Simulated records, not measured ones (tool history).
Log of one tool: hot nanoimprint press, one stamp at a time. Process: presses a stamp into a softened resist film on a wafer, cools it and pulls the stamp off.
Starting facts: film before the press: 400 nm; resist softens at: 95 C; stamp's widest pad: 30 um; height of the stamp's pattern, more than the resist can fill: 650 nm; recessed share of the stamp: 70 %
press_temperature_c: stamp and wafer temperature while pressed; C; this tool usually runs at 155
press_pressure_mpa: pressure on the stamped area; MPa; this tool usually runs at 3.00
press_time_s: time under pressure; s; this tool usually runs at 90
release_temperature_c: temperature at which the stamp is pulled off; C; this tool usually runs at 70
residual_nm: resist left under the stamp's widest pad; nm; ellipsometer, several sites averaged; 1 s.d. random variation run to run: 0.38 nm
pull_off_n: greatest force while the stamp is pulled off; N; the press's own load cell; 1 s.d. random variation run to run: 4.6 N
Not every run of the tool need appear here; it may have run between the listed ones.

run 1 hour=0.0 | press_temperature_c=155 press_pressure_mpa=3.00 press_time_s=90 release_temperature_c=70 | residual_nm=185.2 pull_off_n=219
run 2 hour=8.5 | press_temperature_c=155 press_pressure_mpa=3.00 press_time_s=90 release_temperature_c=70 | residual_nm=185.2 pull_off_n=233
run 3 hour=16.4 | press_temperature_c=155 press_pressure_mpa=3.00 press_time_s=90 release_temperature_c=70 | residual_nm=185.7 pull_off_n=229
run 4 hour=33.5 | press_temperature_c=155 press_pressure_mpa=3.27 press_time_s=90 release_temperature_c=70 | residual_nm=179.5 pull_off_n=227
run 5 hour=43.6 | press_temperature_c=155 press_pressure_mpa=2.19 press_time_s=90 release_temperature_c=70 | residual_nm=212.1 pull_off_n=234
-- hour=53.1 stamp cleaned and given a new release coat
run 6 hour=63.5 | press_temperature_c=155 press_pressure_mpa=3.00 press_time_s=90 release_temperature_c=68 | residual_nm=186.3 pull_off_n=229
run 7 hour=81.6 | press_temperature_c=155 press_pressure_mpa=3.00 press_time_s=90 release_temperature_c=68 | residual_nm=185.3 pull_off_n=226
run 8 hour=93.0 | press_temperature_c=155 press_pressure_mpa=3.00 press_time_s=90 release_temperature_c=76 | residual_nm=186.9 pull_off_n=216
run 9 hour=108.0 | press_temperature_c=155 press_pressure_mpa=3.00 press_time_s=90 release_temperature_c=70 | residual_nm=186.4 pull_off_n=227
run 10 hour=124.3 | press_temperature_c=150 press_pressure_mpa=3.00 press_time_s=90 release_temperature_c=70 | residual_nm=247.7 pull_off_n=235
run 11 hour=141.3 | press_temperature_c=155 press_pressure_mpa=3.00 press_time_s=90 release_temperature_c=70 | residual_nm=187.1 pull_off_n=230
run 12 hour=159.9 | press_temperature_c=155 press_pressure_mpa=3.00 press_time_s=90 release_temperature_c=70 | residual_nm=186.6 pull_off_n=224
run 13 hour=178.1 | press_temperature_c=155 press_pressure_mpa=4.28 press_time_s=90 release_temperature_c=70 | residual_nm=158.7 pull_off_n=228
run 14 hour=197.3 | press_temperature_c=155 press_pressure_mpa=2.23 press_time_s=90 release_temperature_c=70 | residual_nm=212.9 pull_off_n=226
run 15 hour=208.5 | press_temperature_c=160 press_pressure_mpa=4.10 press_time_s=67 release_temperature_c=67 | residual_nm=133.8 pull_off_n=231
run 16 hour=227.3 | press_temperature_c=155 press_pressure_mpa=4.56 press_time_s=47 release_temperature_c=70 | residual_nm=198.5 pull_off_n=229
run 17 hour=243.9 | press_temperature_c=155 press_pressure_mpa=4.56 press_time_s=47 release_temperature_c=70 | residual_nm=198.3 pull_off_n=224
run 18 hour=253.7 | press_temperature_c=161 press_pressure_mpa=3.00 press_time_s=94 release_temperature_c=73 | residual_nm=127.7 pull_off_n=231
run 19 hour=267.4 | press_temperature_c=163 press_pressure_mpa=3.29 press_time_s=102 release_temperature_c=70 | residual_nm=105.0 pull_off_n=223
run 20 hour=284.4 | press_temperature_c=151 press_pressure_mpa=2.75 press_time_s=162 release_temperature_c=70 | residual_nm=201.5 pull_off_n=227
run 21 hour=297.3 | press_temperature_c=151 press_pressure_mpa=3.48 press_time_s=162 release_temperature_c=56 | residual_nm=181.7 pull_off_n=253
run 22 hour=306.5 | press_temperature_c=144 press_pressure_mpa=3.00 press_time_s=90 release_temperature_c=65 | residual_nm=327.5 pull_off_n=243
-- hour=321.4 plate thermocouple calibrated
run 23 hour=322.7 | press_temperature_c=144 press_pressure_mpa=3.00 press_time_s=90 release_temperature_c=65 | residual_nm=327.2 pull_off_n=235
run 24 hour=330.9 | press_temperature_c=144 press_pressure_mpa=3.00 press_time_s=90 release_temperature_c=65 | residual_nm=327.4 pull_off_n=238
run 25 hour=342.9 | press_temperature_c=144 press_pressure_mpa=3.00 press_time_s=90 release_temperature_c=65 | residual_nm=328.0 pull_off_n=235
run 26 hour=360.8 | press_temperature_c=144 press_pressure_mpa=3.00 press_time_s=90 release_temperature_c=65 | residual_nm=326.6 pull_off_n=239
run 27 hour=372.7 | press_temperature_c=159 press_pressure_mpa=3.00 press_time_s=90 release_temperature_c=75 | residual_nm=148.3 pull_off_n=216

Branching from run 27: 5 alternative next runs. What would each branch give?
run A hour=388.8 | press_temperature_c=159 press_pressure_mpa=3.02 press_time_s=90 release_temperature_c=69 | residual_nm=? pull_off_n=?
run B hour=388.8 | press_temperature_c=166 press_pressure_mpa=3.00 press_time_s=62 release_temperature_c=70 | residual_nm=? pull_off_n=?
run C hour=388.8 | press_temperature_c=147 press_pressure_mpa=3.00 press_time_s=90 release_temperature_c=57 | residual_nm=? pull_off_n=?
run D hour=388.8 | press_temperature_c=159 press_pressure_mpa=2.87 press_time_s=94 release_temperature_c=70 | residual_nm=? pull_off_n=?
run E hour=388.8 | press_temperature_c=153 press_pressure_mpa=3.00 press_time_s=90 release_temperature_c=60 | residual_nm=? pull_off_n=?

run=A residual_nm=147.7 pull_off_n=233
run=B residual_nm=114.8 pull_off_n=223
run=C residual_nm=291.3 pull_off_n=256
run=D residual_nm=148.7 pull_off_n=229
run=E residual_nm=213.1 pull_off_n=242
Take away the tool's hidden state, keep each run's random variation, and the runs would have read:
run=A residual_nm=145.0 pull_off_n=231
run=B residual_nm=112.7 pull_off_n=221
run=C residual_nm=285.9 pull_off_n=254
run=D residual_nm=145.9 pull_off_n=227
run=E residual_nm=209.1 pull_off_n=240

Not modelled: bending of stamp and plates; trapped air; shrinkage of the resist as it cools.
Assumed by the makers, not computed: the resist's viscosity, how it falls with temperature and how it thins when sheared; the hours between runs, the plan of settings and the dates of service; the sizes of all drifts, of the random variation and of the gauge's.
